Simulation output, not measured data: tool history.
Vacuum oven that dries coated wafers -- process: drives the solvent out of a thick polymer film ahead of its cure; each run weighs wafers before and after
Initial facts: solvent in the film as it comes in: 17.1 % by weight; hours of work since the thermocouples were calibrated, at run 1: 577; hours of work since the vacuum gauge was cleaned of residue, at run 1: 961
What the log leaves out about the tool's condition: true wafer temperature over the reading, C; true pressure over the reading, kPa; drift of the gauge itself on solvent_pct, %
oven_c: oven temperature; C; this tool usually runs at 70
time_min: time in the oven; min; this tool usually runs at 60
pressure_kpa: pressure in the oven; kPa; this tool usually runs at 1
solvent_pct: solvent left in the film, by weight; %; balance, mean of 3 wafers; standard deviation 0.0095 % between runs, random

| run | day | oven_c | time_min | pressure_kpa | hours of work since the thermocouples were calibrated | hours of work since the vacuum gauge was cleaned of residue | solvent_pct |
|---|---|---|---|---|---|---|---|
| 1 | 0 | 70 | 60 | 1 | 577 | 961 | 1.166 |
|  | 2.204 | oven's thermocouples calibrated |
| 2 | 3.796 | 70 | 60 | 1 | 28 | 1026 | 1.302 |
| 3 | 7.558 | 70 | 60 | 1 | 93 | 1091 | 1.289 |
| 4 | 10.146 | 70 | 60 | 1 | 138 | 1136 | 1.267 |
| 5 | 11.933 | 70 | 60 | 1 | 169 | 1167 | 1.255 |
| 6 | 14.317 | 70 | 60 | 1 | 210 | 1208 | 1.231 |
| 7 | 17.983 | 77 | 57 | 1.06 | 274 | 1272 | 0.573 |
| 8 | 21.492 | 75 | 32 | 1 | 335 | 1333 | 2.027 |
| 9 | 25.233 | 70 | 60 | 1.57 | 400 | 1398 | 1.433 |
| 10 | 28.871 | 82 | 54 | 1 | 463 | 1461 | 0.347 |
| 11 | 32.421 | 59 | 34 | 1.01 | 524 | 1523 | 6.515 |
| 12 | 34.388 | 59 | 34 | 1.01 | 559 | 1557 | 6.467 |

Alternative continuations, all from the tool just after run 12; predict every row:
| A | 36.833 | 79 | 34 | 1.01 | 601 | 1599 | ? |
| B | 36.833 | 64 | 96 | 2.4 | 601 | 1599 | ? |
| C | 36.833 | 81 | 80 | 1 | 601 | 1599 | ? |
| D | 36.833 | 70 | 60 | 0.95 | 601 | 1599 | ? |
| E | 36.833 | 73 | 37 | 1.01 | 601 | 1599 | ? |

| run | solvent_pct |
|---|---|
| A | 1.043 |
| B | 1.859 |
| C | 0.316 |
| D | 1.132 |
| E | 1.869 |
Had the tool no hidden state, the same runs would have come out as:
| run | solvent_pct |
|---|---|
| A | 1.158 |
| B | 1.953 |
| C | 0.285 |
| D | 1.23 |
| E | 2.06 |

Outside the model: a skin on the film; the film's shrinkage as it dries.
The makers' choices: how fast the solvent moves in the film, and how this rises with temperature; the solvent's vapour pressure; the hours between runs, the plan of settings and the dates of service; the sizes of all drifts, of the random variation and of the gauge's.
